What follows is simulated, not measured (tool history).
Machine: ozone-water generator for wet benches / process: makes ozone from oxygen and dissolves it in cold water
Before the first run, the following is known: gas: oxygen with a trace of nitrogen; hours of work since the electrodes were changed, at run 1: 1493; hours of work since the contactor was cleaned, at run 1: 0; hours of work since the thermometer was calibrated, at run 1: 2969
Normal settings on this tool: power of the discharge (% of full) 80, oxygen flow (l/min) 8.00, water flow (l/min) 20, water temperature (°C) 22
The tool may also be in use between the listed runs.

run,day,power of the discharge (% of full),oxygen flow (l/min),water flow (l/min),water temperature (°C),hours of work since the electrodes were changed,hours of work since the contactor was cleaned,hours of work since the thermometer was calibrated,dissolved ozone (ppm),ozone in the gas ahead of the water (g/m3)
1,0.000,80,8.00,20,22,1493,0,2969,40.2,296.3
2,0.979,80,8.00,20,22,1509,16,2985,40.4,293.7
3,2.788,80,8.00,20,22,1539,46,3014,40.6,290.2
4,4.796,80,8.00,20,22,1571,79,3047,40.3,293.1
5,6.729,80,8.00,20,22,1603,110,3079,40.5,292.4
6,8.988,80,6.13,20,22,1640,147,3116,40.4,325.4
7,10.279,80,6.13,20,22,1661,168,3137,40.6,329.1
8,12.112,80,6.13,20,22,1691,198,3167,40.5,328.6
9,13.112,80,6.13,20,22,1707,215,3183,40.3,326.3
10,14.183,80,6.13,20,22,1725,232,3201,40.2,329.1
11,16.321,80,6.13,20,22,1760,267,3236,39.8,324.8
12,18.383,80,6.13,20,22,1794,301,3269,40.1,324.8
13,19.758,80,8.00,14,22,1816,323,3292,49.0,290.6
14,21.179,80,8.00,14,22,1840,347,3315,48.9,290.9
15,23.317,80,8.00,14,22,1875,382,3350,48.8,290.8
16,25.508,80,8.00,14,22,1910,418,3386,48.7,289.0
17,27.042,53,4.68,14,15,1936,443,3411,44.2,290.2
18,28.538,99,14.29,13,17,1960,467,3436,58.0,259.2
19,30.671,86,14.29,13,17,1995,502,3471,54.2,235.1
20,32.717,63,7.13,20,22,2028,536,3504,34.4,265.2
21,34.350,97,8.00,20,19,2055,562,3531,47.2,324.5
22,36.154,80,8.00,16,26,2085,592,3560,42.1,290.4
23,37.283,57,10.51,16,26,2103,610,3579,33.1,214.1
24,39.233,80,13.41,14,18,2135,642,3611,50.1,233.4
25,40.417,80,13.41,13,25,2154,662,3630,42.3,234.2
26,42.583,80,13.41,13,25,2190,697,3666,42.8,234.7
27,44.825,80,13.41,13,25,2227,734,3702,42.5,232.7
28,46.521,90,8.00,20,22,2254,762,3730,42.4,308.1
29,48.433,80,8.13,20,22,2286,793,3761,39.3,287.2
30,50.208,83,5.19,20,22,2315,822,3790,40.0,354.6
31,51.288,90,13.78,13,22,2332,840,3808,48.6,243.2
32,52.933,56,8.55,20,22,2359,866,3835,32.7,228.5

Each run again, without the hidden state but with its own random variation kept:
What the log doesn't record here: yield of the discharge, % of new electrodes'; contactor's efficiency, % of a clean one's; true water temperature over the reading, C; drift of the gauge itself on ozone_ppm, %; drift of the gauge itself on gas_g_m3, %.
run,dissolved ozone (ppm),ozone in the gas ahead of the water (g/m3)
1,41.2,302.2
2,41.3,299.6
3,41.6,296.2
4,41.4,299.3
5,41.5,298.7
6,41.4,332.6
7,41.7,336.6
8,41.7,336.2
9,41.4,333.9
10,41.4,336.9
11,41.0,332.7
12,41.3,332.8
13,50.6,297.9
14,50.4,298.4
15,50.5,298.4
16,50.4,296.7
17,45.4,296.3
18,60.3,267.2
19,56.2,241.9
20,35.6,271.9
21,49.2,334.9
22,43.8,298.9
23,34.3,219.3
24,52.1,240.5
25,44.1,241.4
26,44.6,242.1
27,44.4,240.1
28,44.4,318.7
29,41.1,296.6
30,41.8,366.7
31,50.9,251.9
32,34.0,234.8
